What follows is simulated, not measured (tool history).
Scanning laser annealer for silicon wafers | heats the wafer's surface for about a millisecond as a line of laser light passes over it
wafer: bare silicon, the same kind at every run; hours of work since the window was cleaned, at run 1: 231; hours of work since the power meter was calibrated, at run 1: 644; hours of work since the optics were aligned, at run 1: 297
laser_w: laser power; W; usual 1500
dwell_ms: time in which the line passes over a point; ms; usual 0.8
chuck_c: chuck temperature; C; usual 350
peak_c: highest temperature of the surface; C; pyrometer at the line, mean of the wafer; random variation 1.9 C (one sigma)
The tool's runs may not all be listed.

run,hour,laser_w,dwell_ms,chuck_c,hours of work since the window was cleaned,hours of work since the power meter was calibrated,hours of work since the optics were aligned,peak_c
1,0,1500,0.8,350,231,644,297,1162
2,17,1500,0.8,350,240,653,306,1160
3,52.3,1500,0.8,350,258,671,324,1159
4,81.6,1500,0.8,350,274,687,339,1157
5,106.8,1500,0.8,350,287,700,352,1156
6,142.4,1500,0.8,350,305,718,371,1155
7,157.9,1500,0.8,350,313,726,379,1152
8,184.5,1316,0.826,337,327,740,393,1037
9,199.8,1412,0.8,338,335,748,401,1087

The next listed run, before its measurement:
10,235.3,1412,0.8,338,353,766,419,?

Run 10 gave peak_c 1082 C.
Without the tool's hidden state the same run would have given peak_c 1110 C.
